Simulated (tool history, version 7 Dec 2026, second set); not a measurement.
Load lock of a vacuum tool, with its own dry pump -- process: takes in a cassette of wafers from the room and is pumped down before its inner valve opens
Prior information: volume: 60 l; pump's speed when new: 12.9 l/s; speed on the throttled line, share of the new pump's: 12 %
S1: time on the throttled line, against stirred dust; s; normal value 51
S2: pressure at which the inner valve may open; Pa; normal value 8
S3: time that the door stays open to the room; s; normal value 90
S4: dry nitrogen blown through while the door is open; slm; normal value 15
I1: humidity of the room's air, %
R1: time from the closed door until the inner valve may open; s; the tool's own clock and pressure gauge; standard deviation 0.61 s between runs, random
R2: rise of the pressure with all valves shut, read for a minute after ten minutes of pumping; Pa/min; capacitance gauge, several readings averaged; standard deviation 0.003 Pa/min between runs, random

run 1 hour=0 | S1=51 S2=8 S3=90 S4=15 | I1=41.5 | R1=91.6 R2=0.077
run 2 hour=56.8 | S1=51 S2=8 S3=133 S4=15 | I1=47.8 | R1=90 R2=0.104
run 3 hour=111.9 | S1=51 S2=8 S3=133 S4=15 | I1=47.1 | R1=90.1 R2=0.099
run 4 hour=171.3 | S1=51 S2=8 S3=90 S4=28 | I1=47 | R1=90.3 R2=0.076
run 5 hour=265.2 | S1=51 S2=8 S3=29 S4=15 | I1=44 | R1=91.7 R2=0.063
run 6 hour=365.5 | S1=51 S2=8 S3=29 S4=15 | I1=49.1 | R1=90.5 R2=0.07
run 7 hour=479.9 | S1=51 S2=8 S3=90 S4=7 | I1=44.2 | R1=91 R2=0.099
run 8 hour=562.8 | S1=51 S2=8 S3=90 S4=7 | I1=43 | R1=90.1 R2=0.104
run 9 hour=613.1 | S1=51 S2=8 S3=90 S4=7 | I1=42.8 | R1=91 R2=0.101
run 10 hour=699.2 | S1=51 S2=8 S3=90 S4=7 | I1=43.9 | R1=91.4 R2=0.105
run 11 hour=806.3 | S1=51 S2=8 S3=90 S4=7 | I1=44.9 | R1=91.1 R2=0.105
run 12 hour=904.4 | S1=51 S2=8 S3=90 S4=15 | I1=44.2 | R1=91.3 R2=0.096
run 13 hour=1001.5 | S1=51 S2=8 S3=90 S4=15 | I1=46.5 | R1=91.4 R2=0.097
run 14 hour=1068.1 | S1=51 S2=8 S3=90 S4=15 | I1=44.1 | R1=91.9 R2=0.101
run 15 hour=1160.7 | S1=51 S2=8 S3=52 S4=15 | I1=45.1 | R1=91.2 R2=0.092
run 16 hour=1230 | S1=51 S2=8 S3=90 S4=13 | I1=45 | R1=92.7 R2=0.102
run 17 hour=1323 | S1=51 S2=8 S3=90 S4=15 | I1=44.1 | R1=91.2 R2=0.102
run 18 hour=1408.5 | S1=51 S2=8 S3=51 S4=15 | I1=45.2 | R1=91.1 R2=0.091
run 19 hour=1516 | S1=51 S2=8 S3=90 S4=35 | I1=44.8 | R1=91.7 R2=0.083
run 20 hour=1592.8 | S1=79 S2=6 S3=237 S4=15 | I1=39.8 | R1=116.4 R2=0.133
run 21 hour=1662.2 | S1=46 S2=6 S3=237 S4=36 | I1=44.7 | R1=89.5 R2=0.122
run 22 hour=1748 | S1=46 S2=15 S3=203 S4=36 | I1=48.8 | R1=83.4 R2=0.119
run 23 hour=1821.6 | S1=46 S2=15 S3=203 S4=36 | I1=46.5 | R1=83.7 R2=0.109
run 24 hour=1927.3 | S1=36 S2=15 S3=28 S4=36 | I1=44.7 | R1=76 R2=0.076
run 25 hour=2007.4 | S1=42 S2=15 S3=226 S4=36 | I1=47.3 | R1=79.8 R2=0.125
run 26 hour=2078.5 | S1=49 S2=10 S3=90 S4=15 | I1=49 | R1=88.4 R2=0.121
run 27 hour=2199.3 | S1=49 S2=10 S3=90 S4=15 | I1=46.1 | R1=89 R2=0.125
run 28 hour=2263.8 | S1=49 S2=10 S3=90 S4=15 | I1=44.8 | R1=88.2 R2=0.119
run 29 hour=2333.6 | S1=76 S2=8 S3=226 S4=15 | I1=41.3 | R1=113.8 R2=0.151
run 30 hour=2383.3 | S1=76 S2=15 S3=30 S4=15 | I1=49.4 | R1=111 R2=0.1
run 31 hour=2432.4 | S1=48 S2=8 S3=90 S4=20 | I1=44.7 | R1=89 R2=0.113
run 32 hour=2504.2 | S1=51 S2=12 S3=180 S4=15 | I1=43 | R1=89.7 R2=0.138
run 33 hour=2565.9 | S1=51 S2=8 S3=90 S4=8 | I1=43.5 | R1=92.1 R2=0.13
run 34 hour=2615.4 | S1=35 S2=8 S3=98 S4=8 | I1=43.6 | R1=78.9 R2=0.131
run 35 hour=2672.2 | S1=35 S2=8 S3=98 S4=8 | I1=42.9 | R1=78.3 R2=0.138
run 36 hour=2783.8 | S1=35 S2=8 S3=98 S4=8 | I1=46 | R1=77.3 R2=0.141
run 37 hour=2857.8 | S1=35 S2=8 S3=98 S4=8 | I1=49.7 | R1=78.1 R2=0.146
run 38 hour=2925.8 | S1=53 S2=14 S3=58 S4=20 | I1=47.9 | R1=91 R2=0.117

Pick out some run-to-run changes in R1. Of each, how much would a tool without hidden state show as well, from the settings, what came in and chance, and how much is left for the hidden state and any gauge scatter not in both results compared?
The tool's hidden condition here consists of: pump's speed, % of a new pump's; leak at the door's seal, Pa l/s; drift of the gauge itself on ready_s, %; drift of the gauge itself on rise_pa_min, %.
Run 19 -> 20: S1 51 -> 79, S2 8 -> 6, S3 90 -> 237, S4 35 -> 15. R1 +24.7 s: hidden state -0.1, all else +24.8.
Run 20 -> 21: S1 79 -> 46, S4 15 -> 36. R1 -26.9 s: hidden state +0.3, all else -27.2.
Run 21 -> 22: S2 6 -> 15, S3 237 -> 203. R1 -6.1 s: hidden state -0.3, all else -5.8.
Run 28 -> 29: S1 49 -> 76, S2 10 -> 8, S3 90 -> 226. R1 +25.6 s: hidden state -0.1, all else +25.7.
Run 30 -> 31: S1 76 -> 48, S2 15 -> 8, S3 30 -> 90, S4 15 -> 20. R1 -22 s: hidden state +0.5, all else -22.5.

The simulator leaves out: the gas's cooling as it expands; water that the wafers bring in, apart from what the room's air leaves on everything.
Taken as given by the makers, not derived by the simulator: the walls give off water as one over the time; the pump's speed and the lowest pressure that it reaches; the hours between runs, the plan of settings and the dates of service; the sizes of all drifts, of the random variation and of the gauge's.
